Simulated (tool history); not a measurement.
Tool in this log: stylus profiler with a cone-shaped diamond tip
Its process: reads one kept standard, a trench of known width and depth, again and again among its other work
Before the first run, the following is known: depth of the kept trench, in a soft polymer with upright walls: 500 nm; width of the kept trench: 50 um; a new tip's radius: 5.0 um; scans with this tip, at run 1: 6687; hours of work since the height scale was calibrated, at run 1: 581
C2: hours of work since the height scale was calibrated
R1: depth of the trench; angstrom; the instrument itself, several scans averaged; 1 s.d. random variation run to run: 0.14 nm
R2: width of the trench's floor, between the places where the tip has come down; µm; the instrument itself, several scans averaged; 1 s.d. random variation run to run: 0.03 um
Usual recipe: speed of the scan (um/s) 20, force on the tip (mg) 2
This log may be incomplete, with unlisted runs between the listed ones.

{"run": 1, "hour": 0.0, "speed of the scan (um/s)": 20, "force on the tip (mg)": 2, "scans with this tip": 6687, "C2": 581, "R1": 5057.8, "R2": 44.11}
{"run": 2, "hour": 33.4, "speed of the scan (um/s)": 8, "force on the tip (mg)": 2, "scans with this tip": 6870, "C2": 597, "R1": 5058.2, "R2": 44.16}
{"run": 3, "hour": 81.1, "speed of the scan (um/s)": 8, "force on the tip (mg)": 2, "scans with this tip": 7131, "C2": 620, "R1": 5054.2, "R2": 44.08}
{"run": 4, "hour": 110.2, "speed of the scan (um/s)": 73, "force on the tip (mg)": 2, "scans with this tip": 7291, "C2": 634, "R1": 5055.2, "R2": 43.94}
{"run": 5, "hour": 147.3, "speed of the scan (um/s)": 73, "force on the tip (mg)": 2, "scans with this tip": 7494, "C2": 651, "R1": 5056.6, "R2": 43.86}
{"run": 6, "hour": 173.3, "speed of the scan (um/s)": 73, "force on the tip (mg)": 2, "scans with this tip": 7636, "C2": 664, "R1": 5057.5, "R2": 43.81}
{"run": 7, "hour": 221.6, "speed of the scan (um/s)": 55, "force on the tip (mg)": 2, "scans with this tip": 7901, "C2": 687, "R1": 5054.2, "R2": 43.82}
{"run": 8, "hour": 250.7, "speed of the scan (um/s)": 6, "force on the tip (mg)": 5.99, "scans with this tip": 8061, "C2": 701, "R1": 5114.9, "R2": 43.96}
{"run": 9, "hour": 303.9, "speed of the scan (um/s)": 32, "force on the tip (mg)": 2.74, "scans with this tip": 8352, "C2": 726, "R1": 5070.2, "R2": 43.77}
{"run": 10, "hour": 356.0, "speed of the scan (um/s)": 20, "force on the tip (mg)": 0.92, "scans with this tip": 8637, "C2": 751, "R1": 5035.3, "R2": 43.75}
{"hour": 361.7, "done": "height scale calibrated on a step standard"}
{"run": 11, "hour": 411.1, "speed of the scan (um/s)": 9, "force on the tip (mg)": 3.47, "scans with this tip": 8936, "C2": 24, "R1": 5081.6, "R2": 43.77}
{"run": 12, "hour": 457.8, "speed of the scan (um/s)": 16, "force on the tip (mg)": 3.62, "scans with this tip": 9192, "C2": 46, "R1": 5086.9, "R2": 43.75}
{"run": 13, "hour": 483.7, "speed of the scan (um/s)": 70, "force on the tip (mg)": 3.28, "scans with this tip": 9334, "C2": 58, "R1": 5080.7, "R2": 43.53}
{"run": 14, "hour": 528.3, "speed of the scan (um/s)": 70, "force on the tip (mg)": 3.28, "scans with this tip": 9578, "C2": 79, "R1": 5083.3, "R2": 43.56}

What would each run have given without the hidden state, its run-to-run variation left as it was?
The tool's hidden condition here consists of: radius of the tip, um; height scale over the true one, %; drift of the gauge itself on depth_nm, %; drift of the gauge itself on floor_um, %.
run=1 R1=5053 R2=45.58
run=2 R1=5053.3 R2=45.65
run=3 R1=5049.1 R2=45.63
run=4 R1=5050 R2=45.52
run=5 R1=5051.2 R2=45.47
run=6 R1=5052 R2=45.45
run=7 R1=5048.5 R2=45.51
run=8 R1=5109.1 R2=45.67
run=9 R1=5064.2 R2=45.54
run=10 R1=5029.2 R2=45.56
run=11 R1=5072 R2=45.64
run=12 R1=5077.2 R2=45.65
run=13 R1=5070.9 R2=45.46
run=14 R1=5073.3 R2=45.54
